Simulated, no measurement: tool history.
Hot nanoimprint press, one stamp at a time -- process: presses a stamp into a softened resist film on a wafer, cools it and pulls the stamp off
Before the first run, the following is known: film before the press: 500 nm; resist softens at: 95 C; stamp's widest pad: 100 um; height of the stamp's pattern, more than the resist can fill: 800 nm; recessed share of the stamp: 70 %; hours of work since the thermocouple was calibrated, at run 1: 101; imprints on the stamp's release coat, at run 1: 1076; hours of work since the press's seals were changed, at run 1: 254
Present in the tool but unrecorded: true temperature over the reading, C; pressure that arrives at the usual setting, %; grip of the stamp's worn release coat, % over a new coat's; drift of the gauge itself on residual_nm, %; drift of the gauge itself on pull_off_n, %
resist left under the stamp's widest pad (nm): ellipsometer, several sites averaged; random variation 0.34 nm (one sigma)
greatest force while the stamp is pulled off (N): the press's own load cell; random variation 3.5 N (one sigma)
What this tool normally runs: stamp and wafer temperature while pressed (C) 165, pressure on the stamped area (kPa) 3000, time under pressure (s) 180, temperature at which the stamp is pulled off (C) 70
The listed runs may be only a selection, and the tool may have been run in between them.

run   hour  stamp and wafer temperature while pressed (C)  pressure on the stamped area (kPa)  time under pressure (s)  temperature at which the stamp is pulled off (C)  hours of work since the thermocouple was calibrated  imprints on the stamp's release coat  hours of work since the press's seals were changed  resist left under the stamp's widest pad (nm)  greatest force while the stamp is pulled off (N)
  1      0                                            165                                3000                      180                                                70                                                  101                                  1076                                                 254                                          295.5                                               217
  2   13.2                                            165                                3000                      180                                                70                                                  110                                  1118                                                 263                                          295.8                                               225
      33.2  -- stamp cleaned and given a new release coat
  3   33.2                                            165                                3000                      180                                                70                                                  119                                     0                                                 271                                          296.3                                               174
  4   51.3                                            165                                3000                      287                                                70                                                  130                                    58                                                 283                                          252.3                                               180
  5   61.7                                            165                                3000                      287                                                70                                                  137                                    91                                                 289                                            253                                               181
  6   80.2                                            165                                3000                      287                                                67                                                  148                                   150                                                 301                                          252.2                                               186
  7   95.3                                            165                                3000                      180                                                61                                                  158                                   199                                                 311                                          294.9                                               202
  8  114.2                                            165                                3000                      180                                                61                                                  170                                   259                                                 323                                          295.1                                               209
  9  135.7                                            165                                3000                      168                                                70                                                  183                                   328                                                 336                                          301.1                                               187
 10  154.7                                            165                                3000                      168                                                70                                                  195                                   389                                                 348                                          301.3                                               191
 11  177.8                                            165                                3000                      168                                                70                                                  210                                   463                                                 363                                          300.7                                               199
 12  199.3                                            165                                3000                      168                                                59                                                  224                                   531                                                 376                                          300.9                                               224
 13  221.3                                            159                                3000                      180                                                70                                                  237                                   602                                                 390                                          350.1                                               191
 14  239.2                                            159                                3000                      180                                                70                                                  249                                   659                                                 402                                          350.1                                               200
 15  253.7                                            159                                3000                      180                                                70                                                  258                                   705                                                 411                                          350.8                                               205
     262.5  -- plate thermocouple calibrated
 16  277.8                                            159                                3000                      180                                                70                                                   10                                   773                                                 424                                          349.1                                               198
 17  288.7                                            159                                3000                      180                                                70                                                   17                                   808                                                 431                                          349.2                                               206
 18  305.5                                            159                                3000                      180                                                70                                                   27                                   861                                                 442                                          349.2                                               214
 19  325.8                                            158                                2120                      228                                                75                                                   40                                   926                                                 454                                          372.2                                               199
 20  348.2                                            161                                2120                      167                                                75                                                   54                                   998                                                 469                                            370                                               201
 21  364.8                                            166                                3000                      271                                                70                                                   65                                  1051                                                 479                                          245.6                                               213
     374.3  -- plate thermocouple calibrated, once more
 22  387.8                                            156                                3000                      180                                                70                                                    9                                  1115                                                 492                                          383.3                                               214
 23  402.5                                            167                                4180                      146                                                70                                                   18                                  1162                                                 501                                          264.7                                               233
     410.1  -- stamp cleaned and given a new release coat
 24  429.1                                            167                                4180                      146                                                70                                                   31                                    61                                                 514                                            265                                               179
 25  447.2                                            165                                3000                      356                                                70                                                   42                                   119                                                 525                                          235.4                                               179
 26  462.4                                            165                                3000                      245                                                70                                                   52                                   168                                                 535                                          269.4                                               178
 27  483.9                                            177                                3760                      162                                                70                                                   65                                   236                                                 548                                          189.5                                               182
 28  499.4                                            175                                3000                      223                                                70                                                   75                                   286                                                 558                                          197.5                                               185
 29  517.4                                            164                                2570                      327                                                61                                                   87                                   344                                                 570                                          267.1                                               216

Branching from run 29: 3 alternative next runs. What would each branch give?
  A  526.8                                            158                                2570                      209                                                61                                                   93                                   374                                                 576                                              ?                                                 ?
  B  526.8                                            165                                3000                      163                                                66                                                   93                                   374                                                 576                                              ?                                                 ?
  C  526.8                                            177                                2570                      290                                                61                                                   93                                   374                                                 576                                              ?                                                 ?

run  resist left under the stamp's widest pad (nm)  greatest force while the stamp is pulled off (N)
  A                                          365.1                                               218
  B                                            306                                               201
  C                                          178.1                                               220
Had the tool no hidden state, the same runs would have come out as:
run  resist left under the stamp's widest pad (nm)  greatest force while the stamp is pulled off (N)
  A                                          366.6                                               202
  B                                          307.1                                               186
  C                                          178.9                                               204

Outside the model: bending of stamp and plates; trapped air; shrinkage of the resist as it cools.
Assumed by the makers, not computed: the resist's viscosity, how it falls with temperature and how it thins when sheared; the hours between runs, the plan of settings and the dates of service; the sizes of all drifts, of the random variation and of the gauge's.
